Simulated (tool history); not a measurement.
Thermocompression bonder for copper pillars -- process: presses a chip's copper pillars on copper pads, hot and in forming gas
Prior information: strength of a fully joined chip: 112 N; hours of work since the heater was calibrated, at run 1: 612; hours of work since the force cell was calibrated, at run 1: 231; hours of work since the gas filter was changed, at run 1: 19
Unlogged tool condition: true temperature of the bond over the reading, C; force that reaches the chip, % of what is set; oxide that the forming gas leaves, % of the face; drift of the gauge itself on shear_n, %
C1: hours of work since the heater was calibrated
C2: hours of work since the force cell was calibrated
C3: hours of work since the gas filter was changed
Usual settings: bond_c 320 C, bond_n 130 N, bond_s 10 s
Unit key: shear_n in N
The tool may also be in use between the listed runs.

{"run": 1, "hour": 0.0, "bond_c": 320, "bond_n": 130, "bond_s": 10, "C1": 612, "C2": 231, "C3": 19, "shear_n": 77.3}
{"run": 2, "hour": 24.6, "bond_c": 320, "bond_n": 130, "bond_s": 10, "C1": 630, "C2": 249, "C3": 37, "shear_n": 76.7}
{"run": 3, "hour": 43.1, "bond_c": 320, "bond_n": 130, "bond_s": 10, "C1": 644, "C2": 263, "C3": 51, "shear_n": 75.7}
{"run": 4, "hour": 61.9, "bond_c": 320, "bond_n": 130, "bond_s": 10, "C1": 658, "C2": 278, "C3": 65, "shear_n": 77.9}
{"run": 5, "hour": 80.7, "bond_c": 320, "bond_n": 130, "bond_s": 10, "C1": 672, "C2": 292, "C3": 80, "shear_n": 76.8}
{"run": 6, "hour": 98.9, "bond_c": 320, "bond_n": 130, "bond_s": 17, "C1": 686, "C2": 305, "C3": 93, "shear_n": 85.1}
{"run": 7, "hour": 120.6, "bond_c": 320, "bond_n": 130, "bond_s": 17, "C1": 702, "C2": 322, "C3": 110, "shear_n": 83.9}
{"run": 8, "hour": 142.7, "bond_c": 320, "bond_n": 130, "bond_s": 17, "C1": 719, "C2": 338, "C3": 126, "shear_n": 83.5}
{"run": 9, "hour": 167.6, "bond_c": 320, "bond_n": 130, "bond_s": 17, "C1": 738, "C2": 357, "C3": 145, "shear_n": 82.9}
{"run": 10, "hour": 189.7, "bond_c": 320, "bond_n": 130, "bond_s": 26, "C1": 755, "C2": 374, "C3": 162, "shear_n": 91.6}
{"run": 11, "hour": 200.7, "bond_c": 320, "bond_n": 130, "bond_s": 10, "C1": 763, "C2": 382, "C3": 170, "shear_n": 74.2}
{"run": 12, "hour": 217.3, "bond_c": 320, "bond_n": 130, "bond_s": 10, "C1": 775, "C2": 395, "C3": 182, "shear_n": 72.6}
{"run": 13, "hour": 236.2, "bond_c": 320, "bond_n": 130, "bond_s": 10, "C1": 790, "C2": 409, "C3": 197, "shear_n": 73.7}
{"run": 14, "hour": 247.9, "bond_c": 320, "bond_n": 130, "bond_s": 10, "C1": 798, "C2": 418, "C3": 205, "shear_n": 73.6}
{"run": 15, "hour": 268.6, "bond_c": 320, "bond_n": 130, "bond_s": 6, "C1": 814, "C2": 433, "C3": 221, "shear_n": 64.1}
{"run": 16, "hour": 279.5, "bond_c": 320, "bond_n": 130, "bond_s": 21, "C1": 822, "C2": 441, "C3": 229, "shear_n": 86.5}
{"run": 17, "hour": 302.1, "bond_c": 320, "bond_n": 130, "bond_s": 21, "C1": 839, "C2": 458, "C3": 246, "shear_n": 85.5}
{"run": 18, "hour": 320.3, "bond_c": 320, "bond_n": 130, "bond_s": 10, "C1": 853, "C2": 472, "C3": 260, "shear_n": 72.3}
{"run": 19, "hour": 333.0, "bond_c": 320, "bond_n": 130, "bond_s": 10, "C1": 862, "C2": 482, "C3": 270, "shear_n": 72.2}
{"run": 20, "hour": 354.4, "bond_c": 326, "bond_n": 161, "bond_s": 5, "C1": 879, "C2": 498, "C3": 286, "shear_n": 72.4}
{"run": 21, "hour": 377.0, "bond_c": 330, "bond_n": 127, "bond_s": 8, "C1": 896, "C2": 515, "C3": 303, "shear_n": 71.9}
{"hour": 380.6, "done": "heater calibrated with a thermocouple chip"}
{"run": 22, "hour": 395.8, "bond_c": 326, "bond_n": 134, "bond_s": 20, "C1": 11, "C2": 528, "C3": 315, "shear_n": 88.7}
{"run": 23, "hour": 408.1, "bond_c": 326, "bond_n": 123, "bond_s": 9, "C1": 21, "C2": 537, "C3": 325, "shear_n": 70.6}
{"hour": 412.4, "done": "forming gas filter changed"}
{"hour": 420.2, "done": "heater calibrated with a thermocouple chip, once more"}
{"run": 24, "hour": 424.0, "bond_c": 326, "bond_n": 123, "bond_s": 9, "C1": 3, "C2": 547, "C3": 7, "shear_n": 71.9}
{"run": 25, "hour": 436.5, "bond_c": 346, "bond_n": 192, "bond_s": 6, "C1": 12, "C2": 556, "C3": 17, "shear_n": 92.9}
{"run": 26, "hour": 450.3, "bond_c": 346, "bond_n": 91, "bond_s": 6, "C1": 23, "C2": 567, "C3": 27, "shear_n": 56.7}
{"run": 27, "hour": 464.4, "bond_c": 349, "bond_n": 149, "bond_s": 8, "C1": 33, "C2": 577, "C3": 38, "shear_n": 86.9}
{"run": 28, "hour": 482.5, "bond_c": 349, "bond_n": 149, "bond_s": 8, "C1": 47, "C2": 591, "C3": 51, "shear_n": 89.4}
{"run": 29, "hour": 501.6, "bond_c": 349, "bond_n": 149, "bond_s": 18, "C1": 61, "C2": 605, "C3": 66, "shear_n": 99}
{"run": 30, "hour": 515.5, "bond_c": 312, "bond_n": 130, "bond_s": 11, "C1": 72, "C2": 616, "C3": 76, "shear_n": 70.1}
{"run": 31, "hour": 531.3, "bond_c": 312, "bond_n": 97, "bond_s": 11, "C1": 84, "C2": 628, "C3": 88, "shear_n": 54.2}
{"run": 32, "hour": 548.2, "bond_c": 291, "bond_n": 117, "bond_s": 15, "C1": 96, "C2": 641, "C3": 101, "shear_n": 59.2}
{"run": 33, "hour": 564.5, "bond_c": 316, "bond_n": 117, "bond_s": 10, "C1": 109, "C2": 653, "C3": 113, "shear_n": 64.2}
{"run": 34, "hour": 577.8, "bond_c": 316, "bond_n": 117, "bond_s": 10, "C1": 119, "C2": 663, "C3": 123, "shear_n": 64.3}
{"run": 35, "hour": 600.1, "bond_c": 316, "bond_n": 117, "bond_s": 10, "C1": 136, "C2": 680, "C3": 140, "shear_n": 64.4}
{"run": 36, "hour": 616.8, "bond_c": 309, "bond_n": 92, "bond_s": 7, "C1": 148, "C2": 692, "C3": 152, "shear_n": 43.9}
{"run": 37, "hour": 630.6, "bond_c": 309, "bond_n": 92, "bond_s": 7, "C1": 158, "C2": 703, "C3": 163, "shear_n": 42.1}

Results for each run, recomputed without the tool's hidden state and with each run's random variation untouched:
run=1 shear_n=77.4
run=2 shear_n=77.2
run=3 shear_n=76.5
run=4 shear_n=79.1
run=5 shear_n=78.4
run=6 shear_n=87.1
run=7 shear_n=86.4
run=8 shear_n=86.4
run=9 shear_n=86.3
run=10 shear_n=95.9
run=11 shear_n=77.9
run=12 shear_n=76.7
run=13 shear_n=78.1
run=14 shear_n=78.3
run=15 shear_n=68.5
run=16 shear_n=92.5
run=17 shear_n=92.1
run=18 shear_n=78.3
run=19 shear_n=78.3
run=20 shear_n=79.1
run=21 shear_n=78.9
run=22 shear_n=96.1
run=23 shear_n=76.5
run=24 shear_n=76.2
run=25 shear_n=96.4
run=26 shear_n=61.1
run=27 shear_n=91.4
run=28 shear_n=94.4
run=29 shear_n=103.2
run=30 shear_n=75.9
run=31 shear_n=59.7
run=32 shear_n=65.1
run=33 shear_n=70.6
run=34 shear_n=71
run=35 shear_n=71.4
run=36 shear_n=49.6
run=37 shear_n=48

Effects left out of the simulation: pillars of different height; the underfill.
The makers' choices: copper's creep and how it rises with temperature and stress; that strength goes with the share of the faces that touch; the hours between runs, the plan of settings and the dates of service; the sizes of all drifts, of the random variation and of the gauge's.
